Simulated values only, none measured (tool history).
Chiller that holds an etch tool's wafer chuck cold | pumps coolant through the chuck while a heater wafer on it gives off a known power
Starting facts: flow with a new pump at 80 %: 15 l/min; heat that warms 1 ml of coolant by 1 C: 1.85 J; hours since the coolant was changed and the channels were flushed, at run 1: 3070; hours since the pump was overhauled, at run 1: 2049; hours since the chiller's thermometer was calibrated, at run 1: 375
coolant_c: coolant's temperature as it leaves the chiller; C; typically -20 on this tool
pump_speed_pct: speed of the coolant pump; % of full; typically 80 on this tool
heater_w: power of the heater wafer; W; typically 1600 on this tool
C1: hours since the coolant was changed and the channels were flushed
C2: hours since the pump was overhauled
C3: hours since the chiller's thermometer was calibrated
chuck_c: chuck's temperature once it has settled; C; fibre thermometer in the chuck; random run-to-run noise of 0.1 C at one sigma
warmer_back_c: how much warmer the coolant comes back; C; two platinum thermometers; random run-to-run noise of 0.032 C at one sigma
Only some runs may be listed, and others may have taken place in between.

Run 1, day 0.000: usual settings; C1 3070; C2 2049; C3 375. Result: chuck_c -9.2 C, warmer_back_c 3.46 C.
Run 2, day 2.408: usual settings; C1 3128; C2 2107; C3 433. Result: chuck_c -9.1 C, warmer_back_c 3.48 C.
Run 3, day 4.533: usual settings; C1 3179; C2 2158; C3 484. Result: chuck_c -9.3 C, warmer_back_c 3.41 C.
Run 4, day 7.442: usual settings; C1 3249; C2 2227; C3 554. Result: chuck_c -9.2 C, warmer_back_c 3.38 C.
Run 5, day 10.733: usual settings; C1 3328; C2 2306; C3 633. Result: chuck_c -9.1 C, warmer_back_c 3.39 C.
Run 6, day 13.454: usual settings but coolant_c -22 C; C1 3393; C2 2372; C3 698. Result: chuck_c -11.1 C, warmer_back_c 3.35 C.
Run 7, day 16.738: usual settings but heater_w 1934 W; C1 3472; C2 2451; C3 777. Result: chuck_c -6.8 C, warmer_back_c 4.14 C.
Run 8, day 20.025: usual settings but heater_w 1934 W; C1 3551; C2 2529; C3 856. Result: chuck_c -6.9 C, warmer_back_c 4.05 C.
Run 9, day 23.421: usual settings but heater_w 1934 W; C1 3632; C2 2611; C3 937. Result: chuck_c -6.8 C, warmer_back_c 4.01 C.
Run 10, day 25.038: usual settings but heater_w 1934 W; C1 3671; C2 2650; C3 976. Result: chuck_c -6.9 C, warmer_back_c 4.00 C.
Run 11, day 27.362: usual settings but coolant_c -24 C; C1 3727; C2 2705; C3 1032. Result: chuck_c -13.2 C, warmer_back_c 3.35 C.
Run 12, day 29.317: usual settings but coolant_c -24 C; C1 3774; C2 2752; C3 1079. Result: chuck_c -13.2 C, warmer_back_c 3.34 C.
Run 13, day 32.246: usual settings but coolant_c -24 C; C1 3844; C2 2823; C3 1149. Result: chuck_c -13.1 C, warmer_back_c 3.28 C.
Run 14, day 33.729: usual settings but coolant_c -24 C; C1 3880; C2 2858; C3 1185. Result: chuck_c -13.1 C, warmer_back_c 3.25 C.
Run 15, day 35.258: usual settings but coolant_c -22 C, pump_speed_pct 76 % of full; C1 3916; C2 2895; C3 1221. Result: chuck_c -10.6 C, warmer_back_c 3.37 C.
Run 16, day 37.929: usual settings but coolant_c -12 C, pump_speed_pct 79 % of full; C1 3980; C2 2959; C3 1286. Result: chuck_c -0.8 C, warmer_back_c 3.28 C.
Run 17, day 40.842: usual settings but coolant_c -12 C, pump_speed_pct 79 % of full, heater_w 837 W; C1 4050; C2 3029; C3 1356. Result: chuck_c -6.3 C, warmer_back_c 1.58 C.
Run 18, day 43.633: usual settings but coolant_c -12 C, pump_speed_pct 87 % of full, heater_w 837 W; C1 4117; C2 3096; C3 1423. Result: chuck_c -6.5 C, warmer_back_c 1.39 C.
At day 44.862: coolant changed, channels flushed.
Run 19, day 45.788: usual settings but coolant_c -12 C, pump_speed_pct 72 % of full, heater_w 1703 W; C1 22; C2 3142; C3 1468. Result: chuck_c 0.2 C, warmer_back_c 3.78 C.
Run 20, day 47.508: usual settings but coolant_c -23 C, heater_w 1651 W; C1 64; C2 3183; C3 1510. Result: chuck_c -11.6 C, warmer_back_c 3.29 C.
Run 21, day 48.912: usual settings but pump_speed_pct 68 % of full, heater_w 1518 W; C1 97; C2 3217; C3 1543. Result: chuck_c -8.8 C, warmer_back_c 3.53 C.
Run 22, day 50.683: usual settings but coolant_c -24 C, pump_speed_pct 78 % of full, heater_w 1131 W; C1 140; C2 3259; C3 1586. Result: chuck_c -16.0 C, warmer_back_c 2.18 C.
Run 23, day 53.254: usual settings but coolant_c -16 C, pump_speed_pct 81 % of full, heater_w 863 W; C1 201; C2 3321; C3 1647. Result: chuck_c -10.2 C, warmer_back_c 1.56 C.
Run 24, day 55.867: usual settings but coolant_c -22 C, pump_speed_pct 70 % of full, heater_w 1435 W; C1 264; C2 3384; C3 1710. Result: chuck_c -11.5 C, warmer_back_c 3.25 C.
Run 25, day 59.029: usual settings but coolant_c -23 C, pump_speed_pct 79 % of full; C1 340; C2 3460; C3 1786. Result: chuck_c -11.9 C, warmer_back_c 3.15 C.
Run 26, day 60.604: usual settings but coolant_c -23 C, pump_speed_pct 79 % of full; C1 378; C2 3497; C3 1824. Result: chuck_c -12.1 C, warmer_back_c 3.10 C.

Each row is a separate what-if for the run after 26, all from the same tool condition, not one after another. Results?
At day 62.158: gauge calibrated.
Run A, day 62.667: usual settings but coolant_c -27 C, pump_speed_pct 74 % of full, heater_w 1416 W; C1 427; C2 3547; C3 1873. Result: chuck_c ?, warmer_back_c ?.
At day 62.158: gauge calibrated.
Run B, day 62.667: usual settings but coolant_c -23 C, pump_speed_pct 79 % of full, heater_w 1596 W; C1 427; C2 3547; C3 1873. Result: chuck_c ?, warmer_back_c ?.
At day 62.158: gauge calibrated.
Run C, day 62.667: usual settings but coolant_c -21 C, pump_speed_pct 62 % of full, heater_w 1721 W; C1 427; C2 3547; C3 1873. Result: chuck_c ?, warmer_back_c ?.
At day 62.158: gauge calibrated.
Run D, day 62.667: usual settings but coolant_c -14 C; C1 427; C2 3547; C3 1873. Result: chuck_c ?, warmer_back_c ?.

run  chuck_c  warmer_back_c
  A    -17.0           3.27
  B    -12.1           3.50
  C     -7.6           4.75
  D     -3.2           3.50
Without the tool's unlogged condition, the same runs would have read:
run  chuck_c  warmer_back_c
  A    -17.0           3.27
  B    -12.2           3.49
  C     -7.6           4.75
  D     -3.2           3.50
